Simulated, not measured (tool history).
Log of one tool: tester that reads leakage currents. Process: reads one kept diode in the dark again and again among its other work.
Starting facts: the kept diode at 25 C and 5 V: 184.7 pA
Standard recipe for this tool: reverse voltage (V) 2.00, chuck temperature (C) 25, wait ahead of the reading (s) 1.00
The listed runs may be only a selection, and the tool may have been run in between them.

| run | day | reverse voltage (V) | chuck temperature (C) | wait ahead of the reading (s) | current that the tester gives (pA) |
|---|---|---|---|---|---|
| 1 | 0.000 | 2.00 | 25 | 1.00 | 132.56 |
| 2 | 4.896 | 1.00 | 25 | 1.00 | 105.42 |
| 3 | 11.571 | 1.00 | 25 | 1.00 | 108.36 |
| 4 | 18.388 | 1.00 | 25 | 1.00 | 110.79 |
| 5 | 24.408 | 1.00 | 25 | 1.25 | 113.01 |
| 6 | 27.708 | 1.00 | 25 | 1.25 | 113.54 |
| 7 | 34.625 | 1.00 | 25 | 1.25 | 116.37 |
| 8 | 38.925 | 2.00 | 25 | 4.27 | 151.79 |
| 9 | 45.371 | 2.00 | 25 | 4.27 | 154.44 |
|  | 47.208 | chuck's temperature calibrated |
| 10 | 51.046 | 2.00 | 25 | 2.87 | 134.81 |
| 11 | 57.908 | 2.00 | 25 | 2.87 | 138.89 |
| 12 | 61.267 | 2.00 | 25 | 2.87 | 138.77 |
| 13 | 64.788 | 1.44 | 25 | 1.00 | 126.02 |
| 14 | 71.788 | 1.44 | 25 | 3.71 | 128.95 |
| 15 | 76.988 | 1.44 | 25 | 3.71 | 130.78 |
| 16 | 83.212 | 1.44 | 25 | 3.71 | 133.36 |
| 17 | 88.567 | 1.44 | 25 | 3.71 | 135.37 |
| 18 | 92.938 | 1.44 | 25 | 3.06 | 137.52 |
|  | 94.146 | chuck's temperature calibrated |
| 19 | 97.258 | 3.00 | 25 | 3.06 | 154.94 |
| 20 | 102.196 | 3.00 | 25 | 3.06 | 157.14 |
|  | 106.129 | tester calibrated |
| 21 | 107.375 | 2.00 | 25 | 0.64 | 140.20 |
| 22 | 113.279 | 10.83 | 56 | 1.54 | 2343.70 |
| 23 | 116.571 | 1.44 | 23 | 1.54 | 110.03 |
| 24 | 123.254 | 1.44 | 23 | 1.54 | 111.97 |
| 25 | 129.188 | 16.65 | 25 | 9.75 | 323.30 |
| 26 | 135.200 | 2.00 | 38 | 0.60 | 400.97 |
|  | 141.454 | chuck's temperature calibrated |
| 27 | 142.329 | 4.18 | 34 | 8.58 | 346.47 |

Expected results for the next run?
|  | 142.792 | probe card cleaned and baked |
| 28 | 145.954 | 2.32 | 45 | 8.32 | ? |

{"run 28": {"current that the tester gives (pA)": 625.34}}
On a tool with no hidden condition, and with the same random variation, this run would have come out at current that the tester gives (pA) 618.40.
